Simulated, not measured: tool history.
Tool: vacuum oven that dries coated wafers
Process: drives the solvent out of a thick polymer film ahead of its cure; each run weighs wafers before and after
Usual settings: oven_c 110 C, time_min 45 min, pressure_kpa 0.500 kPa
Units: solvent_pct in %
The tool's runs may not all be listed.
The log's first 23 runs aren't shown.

| run | hour | oven_c | time_min | pressure_kpa | solvent_pct |
|---|---|---|---|---|---|
| 24 | 1577.2 | 115 | 45 | 0.500 | 3.12 |
| 25 | 1645.1 | 115 | 61 | 0.694 | 2.23 |
| 26 | 1723.9 | 110 | 27 | 0.500 | 7.53 |
| 27 | 1766.8 | 117 | 76 | 0.658 | 1.57 |
| 28 | 1817.8 | 114 | 76 | 0.425 | 1.67 |
| 29 | 1906.7 | 108 | 60 | 0.289 | 3.79 |
| 30 | 2001.2 | 105 | 27 | 0.500 | 9.54 |
| 31 | 2074.0 | 105 | 51 | 1.270 | 7.46 |
| 32 | 2117.9 | 117 | 40 | 0.424 | 3.31 |
|  | 2188.4 | oven's thermocouples calibrated |
| 33 | 2217.1 | 117 | 42 | 0.424 | 2.80 |
| 34 | 2274.8 | 117 | 42 | 0.424 | 2.86 |
| 35 | 2343.7 | 117 | 42 | 0.569 | 3.09 |
| 36 | 2422.5 | 117 | 42 | 0.569 | 3.09 |
| 37 | 2495.4 | 95 | 27 | 0.500 | 12.80 |
| 38 | 2558.4 | 113 | 54 | 0.500 | 3.22 |
| 39 | 2622.6 | 113 | 54 | 0.500 | 3.12 |
| 40 | 2700.6 | 103 | 38 | 1.418 | 9.91 |
| 41 | 2794.5 | 121 | 47 | 1.418 | 3.09 |
| 42 | 2877.2 | 120 | 45 | 0.500 | 2.44 |
| 43 | 2916.5 | 110 | 45 | 0.425 | 5.26 |
| 44 | 2974.0 | 103 | 33 | 0.951 | 10.28 |
| 45 | 3034.5 | 103 | 33 | 0.951 | 10.39 |
|  | 3041.9 | vacuum gauge cleaned of residue and calibrated |
| 46 | 3127.0 | 112 | 24 | 0.951 | 7.93 |

Forecast each of these 4 alternatives for the next run:
| A | 3183.8 | 102 | 54 | 0.322 | ? |
| B | 3183.8 | 111 | 45 | 0.297 | ? |
| C | 3183.8 | 125 | 46 | 1.180 | ? |
| D | 3183.8 | 120 | 78 | 0.317 | ? |

| run | solvent_pct |
|---|---|
| A | 6.24 |
| B | 3.93 |
| C | 1.76 |
| D | 0.73 |
Without the tool's hidden state the same runs would have given:
| run | solvent_pct |
|---|---|
| A | 5.58 |
| B | 3.38 |
| C | 1.53 |
| D | 0.58 |
